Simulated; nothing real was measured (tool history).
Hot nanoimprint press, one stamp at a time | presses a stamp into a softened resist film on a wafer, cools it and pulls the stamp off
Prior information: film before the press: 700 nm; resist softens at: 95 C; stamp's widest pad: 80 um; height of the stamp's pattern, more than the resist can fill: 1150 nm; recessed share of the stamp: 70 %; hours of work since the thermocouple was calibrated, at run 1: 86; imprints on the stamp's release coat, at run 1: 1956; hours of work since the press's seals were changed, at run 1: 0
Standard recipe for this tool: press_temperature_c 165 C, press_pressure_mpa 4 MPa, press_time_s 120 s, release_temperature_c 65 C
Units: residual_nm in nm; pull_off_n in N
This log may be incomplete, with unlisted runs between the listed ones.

| run | hour | press_temperature_c | press_pressure_mpa | press_time_s | release_temperature_c | hours of work since the thermocouple was calibrated | imprints on the stamp's release coat | hours of work since the press's seals were changed | residual_nm | pull_off_n |
|---|---|---|---|---|---|---|---|---|---|---|
| 1 | 0 | 165 | 4 | 120 | 65 | 86 | 1956 | 0 | 275.6 | 93 |
| 2 | 44.4 | 165 | 4 | 120 | 65 | 107 | 2056 | 21 | 272 | 95 |
|  | 58.1 | stamp cleaned and given a new release coat |
| 3 | 124.9 | 165 | 4 | 120 | 65 | 143 | 149 | 57 | 273.4 | 94 |
| 4 | 178.5 | 165 | 4 | 120 | 65 | 168 | 269 | 82 | 271.6 | 95 |
| 5 | 221.6 | 165 | 5.15 | 120 | 65 | 189 | 365 | 103 | 240 | 91 |
| 6 | 299.6 | 165 | 4 | 120 | 65 | 226 | 540 | 140 | 271.2 | 92 |
| 7 | 370.8 | 165 | 4 | 78 | 65 | 260 | 699 | 174 | 320.5 | 91 |
| 8 | 413.5 | 165 | 4 | 120 | 65 | 280 | 795 | 194 | 272.4 | 94 |
| 9 | 457.4 | 165 | 4 | 120 | 65 | 301 | 893 | 215 | 272.4 | 96 |
| 10 | 525.6 | 153 | 6.18 | 146 | 58 | 334 | 1045 | 248 | 333.3 | 102 |
| 11 | 568.8 | 153 | 6.18 | 146 | 58 | 355 | 1142 | 268 | 326 | 102 |
| 12 | 613.9 | 153 | 6.18 | 146 | 71 | 376 | 1243 | 290 | 328.4 | 86 |
|  | 651 | plate thermocouple calibrated |
| 13 | 682.2 | 165 | 6.18 | 83 | 71 | 15 | 1389 | 321 | 252.5 | 88 |
| 14 | 726.8 | 176 | 4 | 120 | 53 | 36 | 1488 | 342 | 179 | 107 |
| 15 | 767.2 | 167 | 3.37 | 65 | 61 | 55 | 1579 | 362 | 343.2 | 95 |
| 16 | 837.4 | 167 | 3.37 | 170 | 66 | 89 | 1736 | 395 | 235.7 | 93 |
| 17 | 902.1 | 167 | 3.37 | 170 | 66 | 120 | 1880 | 426 | 235.1 | 94 |

3 options for the next run, each taken on its own from the tool as it stands now. Forecast them:
| A | 981.2 | 160 | 3.22 | 170 | 66 | 157 | 2057 | 464 | ? | ? |
| B | 981.2 | 174 | 5.49 | 170 | 66 | 157 | 2057 | 464 | ? | ? |
| C | 981.2 | 165 | 3.03 | 120 | 65 | 157 | 2057 | 464 | ? | ? |

| run | residual_nm | pull_off_n |
|---|---|---|
| A | 315 | 96 |
| B | 138.7 | 93 |
| C | 305.1 | 97 |
Take away the tool's hidden state, keep each run's random variation, and the runs would have read:
| run | residual_nm | pull_off_n |
|---|---|---|
| A | 323.1 | 95 |
| B | 142.2 | 92 |
| C | 312.9 | 96 |

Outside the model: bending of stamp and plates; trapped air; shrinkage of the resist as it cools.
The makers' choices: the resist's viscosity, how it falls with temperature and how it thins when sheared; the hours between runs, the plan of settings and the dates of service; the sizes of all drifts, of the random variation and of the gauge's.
